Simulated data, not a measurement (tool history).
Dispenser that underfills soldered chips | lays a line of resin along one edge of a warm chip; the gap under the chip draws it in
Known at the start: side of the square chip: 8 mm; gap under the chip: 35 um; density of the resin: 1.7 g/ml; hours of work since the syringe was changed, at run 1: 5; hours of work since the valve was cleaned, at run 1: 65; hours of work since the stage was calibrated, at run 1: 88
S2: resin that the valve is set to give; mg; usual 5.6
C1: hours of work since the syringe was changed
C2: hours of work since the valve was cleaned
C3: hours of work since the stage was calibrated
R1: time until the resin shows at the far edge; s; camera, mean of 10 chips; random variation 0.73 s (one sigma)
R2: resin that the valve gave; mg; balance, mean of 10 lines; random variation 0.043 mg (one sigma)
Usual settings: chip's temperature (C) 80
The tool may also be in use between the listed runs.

Run 1, hour 0.0: usual settings; C1 5; C2 65; C3 88. Result: R1 107.8 s, R2 5.27 mg.
At hour 6.4: new syringe of resin.
Run 2, hour 11.3: usual settings; C1 4; C2 74; C3 97. Result: R1 93.4 s, R2 5.25 mg.
At hour 19.0: new syringe of resin.
Run 3, hour 21.5: usual settings; C1 2; C2 82; C3 105. Result: R1 81.7 s, R2 5.25 mg.
Run 4, hour 27.8: usual settings; C1 7; C2 87; C3 110. Result: R1 117.3 s, R2 5.16 mg.
At hour 29.8: dispensing valve cleaned and set on the balance.
At hour 32.6: new syringe of resin.
Run 5, hour 36.1: usual settings; C1 3; C2 5; C3 116. Result: R1 85.6 s, R2 5.59 mg.
At hour 45.5: new syringe of resin.
Run 6, hour 46.4: usual settings but chip's temperature (C) 65; C1 1; C2 13; C3 123. Result: R1 161.8 s, R2 5.54 mg.
At hour 57.8: new syringe of resin.
Run 7, hour 57.8: usual settings but chip's temperature (C) 65; C1 0; C2 21; C3 132. Result: R1 155.2 s, R2 5.43 mg.
Run 8, hour 67.7: usual settings but chip's temperature (C) 87; C1 8; C2 29; C3 140. Result: R1 89.6 s, R2 5.50 mg.
At hour 70.9: new syringe of resin.
Run 9, hour 79.4: usual settings; C1 7; C2 38; C3 149. Result: R1 114.8 s, R2 5.40 mg.
At hour 83.6: new syringe of resin.
Run 10, hour 92.6: usual settings; C1 7; C2 49; C3 159. Result: R1 123.5 s, R2 5.37 mg.

Run 11 comes next. What will it give?
At hour 96.1: new syringe of resin.
Run 11, hour 100.9: usual settings; C1 4; C2 55; C3 166. Result: R1 ?, R2 ?.

{"run 11": {"R1": 95.7, "R2": 5.35}}
Without the tool's hidden state the same run would have given R1 68.0 s, R2 5.62 mg.
